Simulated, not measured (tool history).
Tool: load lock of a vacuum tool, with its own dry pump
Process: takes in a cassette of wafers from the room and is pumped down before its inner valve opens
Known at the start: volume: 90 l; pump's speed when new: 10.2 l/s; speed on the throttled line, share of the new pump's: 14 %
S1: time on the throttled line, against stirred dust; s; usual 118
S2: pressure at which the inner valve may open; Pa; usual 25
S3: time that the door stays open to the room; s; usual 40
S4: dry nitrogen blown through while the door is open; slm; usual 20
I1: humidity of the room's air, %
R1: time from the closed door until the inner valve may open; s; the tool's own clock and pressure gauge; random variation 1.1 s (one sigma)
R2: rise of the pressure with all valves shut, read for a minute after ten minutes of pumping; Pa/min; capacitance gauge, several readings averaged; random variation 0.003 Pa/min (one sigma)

run 1 day=0.000 | S1=118 S2=25 S3=40 S4=20 | I1=45.8 | R1=176.3 R2=0.020
run 2 day=9.079 | S1=118 S2=25 S3=44 S4=20 | I1=49.6 | R1=173.6 R2=0.021
run 3 day=17.662 | S1=118 S2=25 S3=44 S4=20 | I1=45.3 | R1=173.6 R2=0.023
run 4 day=30.633 | S1=118 S2=25 S3=44 S4=8 | I1=45.2 | R1=175.3 R2=0.025
run 5 day=39.479 | S1=118 S2=25 S3=44 S4=8 | I1=45.8 | R1=175.4 R2=0.032
run 6 day=47.583 | S1=118 S2=25 S3=44 S4=8 | I1=46.5 | R1=177.8 R2=0.029
run 7 day=58.288 | S1=118 S2=25 S3=40 S4=20 | I1=44.3 | R1=174.6 R2=0.016
run 8 day=65.692 | S1=118 S2=47 S3=40 S4=20 | I1=46.6 | R1=170.2 R2=0.022
run 9 day=73.471 | S1=118 S2=47 S3=40 S4=20 | I1=44.9 | R1=168.9 R2=0.022
run 10 day=78.812 | S1=121 S2=25 S3=40 S4=20 | I1=43.7 | R1=179.1 R2=0.021
run 11 day=87.617 | S1=118 S2=25 S3=40 S4=20 | I1=43.4 | R1=176.3 R2=0.023
run 12 day=93.358 | S1=118 S2=25 S3=40 S4=39 | I1=41.9 | R1=174.7 R2=0.013
run 13 day=101.325 | S1=118 S2=25 S3=64 S4=20 | I1=44.0 | R1=176.0 R2=0.027
run 14 day=106.871 | S1=118 S2=25 S3=64 S4=20 | I1=46.2 | R1=175.3 R2=0.028
run 15 day=117.262 | S1=118 S2=25 S3=64 S4=20 | I1=45.6 | R1=174.2 R2=0.025
run 16 day=126.588 | S1=118 S2=25 S3=64 S4=20 | I1=46.4 | R1=175.2 R2=0.030
run 17 day=137.242 | S1=118 S2=25 S3=40 S4=20 | I1=44.9 | R1=175.0 R2=0.020
run 18 day=148.617 | S1=118 S2=25 S3=40 S4=20 | I1=42.1 | R1=173.8 R2=0.026
run 19 day=161.346 | S1=118 S2=25 S3=141 S4=20 | I1=45.3 | R1=173.3 R2=0.039
run 20 day=171.312 | S1=221 S2=25 S3=58 S4=35 | I1=45.9 | R1=265.5 R2=0.023
run 21 day=180.108 | S1=118 S2=43 S3=40 S4=14 | I1=40.7 | R1=169.9 R2=0.026
run 22 day=188.896 | S1=167 S2=46 S3=49 S4=28 | I1=46.0 | R1=212.1 R2=0.020
run 23 day=194.429 | S1=167 S2=46 S3=49 S4=19 | I1=48.9 | R1=210.3 R2=0.023
run 24 day=206.604 | S1=78 S2=37 S3=40 S4=4 | I1=44.7 | R1=138.0 R2=0.032
run 25 day=212.917 | S1=78 S2=37 S3=40 S4=4 | I1=48.1 | R1=138.4 R2=0.032
run 26 day=218.208 | S1=82 S2=25 S3=40 S4=9 | I1=43.2 | R1=145.6 R2=0.029
run 27 day=230.742 | S1=118 S2=21 S3=37 S4=20 | I1=42.3 | R1=174.8 R2=0.022
run 28 day=241.733 | S1=70 S2=25 S3=40 S4=10 | I1=41.3 | R1=134.5 R2=0.021
run 29 day=251.288 | S1=70 S2=25 S3=40 S4=10 | I1=45.4 | R1=133.9 R2=0.028
run 30 day=256.708 | S1=86 S2=25 S3=67 S4=10 | I1=45.0 | R1=148.1 R2=0.036
run 31 day=266.546 | S1=86 S2=25 S3=67 S4=10 | I1=44.8 | R1=148.1 R2=0.036
run 32 day=271.762 | S1=90 S2=25 S3=67 S4=20 | I1=44.7 | R1=150.1 R2=0.025
run 33 day=281.096 | S1=90 S2=26 S3=174 S4=20 | I1=39.0 | R1=151.5 R2=0.038
run 34 day=291.571 | S1=90 S2=22 S3=47 S4=14 | I1=42.5 | R1=152.5 R2=0.029
run 35 day=298.504 | S1=84 S2=25 S3=67 S4=16 | I1=48.4 | R1=145.5 R2=0.034
run 36 day=311.438 | S1=84 S2=25 S3=67 S4=16 | I1=47.4 | R1=144.8 R2=0.028

3 ways to go on from here, each from the tool as it stands after run 36. What would each give?
run A day=323.271 | S1=128 S2=44 S3=40 S4=11 | I1=47.7 | R1=? R2=?
run B day=323.271 | S1=137 S2=32 S3=54 S4=20 | I1=48.5 | R1=? R2=?
run C day=323.271 | S1=84 S2=25 S3=159 S4=18 | I1=43.9 | R1=? R2=?

run=A R1=180.5 R2=0.030
run=B R1=189.2 R2=0.029
run=C R1=145.5 R2=0.041
Without the tool's hidden state the same runs would have given:
run=A R1=180.5 R2=0.030
run=B R1=189.2 R2=0.028
run=C R1=145.5 R2=0.041

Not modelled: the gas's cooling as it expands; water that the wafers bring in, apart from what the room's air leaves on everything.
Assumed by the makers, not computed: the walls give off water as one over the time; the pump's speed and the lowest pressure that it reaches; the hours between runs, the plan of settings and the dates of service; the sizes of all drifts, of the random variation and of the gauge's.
